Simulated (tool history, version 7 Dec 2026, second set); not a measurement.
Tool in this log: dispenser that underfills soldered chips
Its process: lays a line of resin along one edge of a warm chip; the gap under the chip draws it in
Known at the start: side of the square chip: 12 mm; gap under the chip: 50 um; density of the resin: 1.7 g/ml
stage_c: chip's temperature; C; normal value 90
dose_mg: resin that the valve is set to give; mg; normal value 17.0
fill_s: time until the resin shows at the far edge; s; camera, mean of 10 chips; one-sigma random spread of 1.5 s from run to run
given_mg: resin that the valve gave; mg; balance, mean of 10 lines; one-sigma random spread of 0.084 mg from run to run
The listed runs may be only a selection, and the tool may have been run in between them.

run	day	stage_c	dose_mg	fill_s	given_mg
1	0.000	90	17.0	236.8	15.93
# day 0.050: new syringe of resin
2	0.242	90	17.0	167.5	15.71
3	0.471	90	17.0	203.8	15.64
# day 0.704: new syringe of resin
4	0.804	90	17.0	158.2	15.62
5	1.012	76	17.0	341.8	15.66
6	1.183	90	17.0	211.2	15.54
# day 1.362: new syringe of resin
7	1.450	90	17.0	154.1	15.58
8	1.704	90	17.0	190.4	15.49
# day 2.021: dispensing valve cleaned and set on the balance
9	2.038	90	17.0	233.0	16.95
# day 2.075: new syringe of resin
10	2.321	90	17.0	170.8	16.99
11	2.621	90	17.0	221.2	16.93
# day 2.733: new syringe of resin
12	2.925	90	17.0	164.8	16.88
13	3.108	90	17.0	190.6	16.73
14	3.254	90	17.0	209.8	16.62
# day 3.408: new syringe of resin
15	3.500	90	17.0	152.8	16.68
16	3.679	90	17.0	176.2	16.50
17	3.979	90	19.2	217.5	18.79
# day 4.071: new syringe of resin
18	4.325	103	16.1	100.3	15.67
19	4.592	104	14.5	126.5	13.96
# day 4.738: new syringe of resin
20	4.917	104	15.7	93.8	15.05
21	5.171	78	15.9	347.2	15.22
# day 5.392: new syringe of resin
22	5.425	78	15.9	244.0	15.15
23	5.729	88	17.0	196.1	16.20
# day 6.058: new syringe of resin
24	6.058	88	17.0	151.9	15.81
25	6.346	88	17.0	188.2	15.82
26	6.579	82	17.0	299.3	15.70
# day 6.717: new syringe of resin
27	6.742	82	17.0	201.8	15.82
28	7.079	78	17.7	317.3	16.62
# day 7.383: new syringe of resin
29	7.429	103	16.8	84.6	15.51
30	7.612	103	16.8	100.5	15.37
31	7.850	90	20.4	190.8	18.62
32	8.017	90	15.6	238.7	14.17

Here are 4 independent what-if runs from the current tool condition. What would each one return?
# day 8.046: new syringe of resin
A	8.308	88	17.0	?	?
# day 8.046: new syringe of resin
B	8.308	99	19.7	?	?
# day 8.046: new syringe of resin
C	8.308	90	18.9	?	?
# day 8.046: new syringe of resin
D	8.308	97	17.1	?	?

run	fill_s	given_mg
A	186.1	15.54
B	113.3	17.99
C	165.7	17.17
D	126.1	15.48
With no hidden state in the tool, these same runs would have given:
run	fill_s	given_mg
A	157.9	17.11
B	97.2	19.81
C	141.8	18.90
D	106.7	17.04

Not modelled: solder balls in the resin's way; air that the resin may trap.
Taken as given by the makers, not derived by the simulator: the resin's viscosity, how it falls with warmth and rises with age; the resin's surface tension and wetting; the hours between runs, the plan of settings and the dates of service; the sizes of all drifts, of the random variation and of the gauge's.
